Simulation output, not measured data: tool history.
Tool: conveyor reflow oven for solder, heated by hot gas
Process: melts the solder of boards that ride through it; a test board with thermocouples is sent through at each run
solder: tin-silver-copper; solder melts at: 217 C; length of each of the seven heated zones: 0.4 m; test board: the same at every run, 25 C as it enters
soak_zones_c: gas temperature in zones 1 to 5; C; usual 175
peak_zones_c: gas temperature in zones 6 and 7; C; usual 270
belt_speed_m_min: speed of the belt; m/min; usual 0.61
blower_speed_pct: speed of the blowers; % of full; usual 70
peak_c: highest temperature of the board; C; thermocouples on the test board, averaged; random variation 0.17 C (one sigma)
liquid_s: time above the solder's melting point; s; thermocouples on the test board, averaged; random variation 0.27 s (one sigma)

| run | hour | soak_zones_c | peak_zones_c | belt_speed_m_min | blower_speed_pct | peak_c | liquid_s |
|---|---|---|---|---|---|---|---|
| 1 | 0 | 175 | 270 | 0.61 | 70 | 255.5 | 63.2 |
| 2 | 23.9 | 175 | 270 | 0.61 | 70 | 255.6 | 63.3 |
| 3 | 46.6 | 172 | 270 | 0.61 | 70 | 255.1 | 61.7 |
| 4 | 58.7 | 175 | 270 | 0.61 | 70 | 255.1 | 62.8 |
| 5 | 83 | 175 | 281 | 0.61 | 70 | 265.2 | 68.5 |
| 6 | 102.3 | 175 | 270 | 0.61 | 70 | 255 | 63.3 |
| 7 | 119.6 | 175 | 270 | 0.61 | 70 | 255.3 | 62.8 |
| 8 | 141.2 | 175 | 270 | 0.61 | 70 | 255.2 | 62.9 |
| 9 | 165.2 | 175 | 270 | 0.61 | 70 | 255 | 62.9 |
| 10 | 180 | 175 | 270 | 0.61 | 70 | 255 | 63.1 |
| 11 | 201 | 175 | 270 | 0.61 | 70 | 254.8 | 62.7 |
| 12 | 226.3 | 175 | 270 | 0.61 | 70 | 254.6 | 62.5 |
|  | 251.4 | flux residue cleaned out of gas plates and filters |
| 13 | 255.9 | 175 | 270 | 0.61 | 70 | 255.5 | 63.4 |
| 14 | 270.2 | 172 | 270 | 0.61 | 70 | 255.4 | 62.2 |
| 15 | 289.7 | 172 | 270 | 0.61 | 70 | 254.8 | 62 |
| 16 | 303.9 | 173 | 270 | 0.702 | 70 | 250.7 | 50.4 |
| 17 | 315.1 | 161 | 277 | 0.61 | 70 | 259.4 | 61.4 |
| 18 | 333.1 | 161 | 277 | 0.61 | 70 | 259.6 | 61.2 |

Run 19 comes next. What will it give?
| 19 | 354 | 161 | 277 | 0.557 | 70 | ? | ? |

Run 19 gave peak_c 262.2 C, liquid_s 69.4 s.
Without the tool's hidden state the same run would have given peak_c 264.3 C, liquid_s 69.2 s.
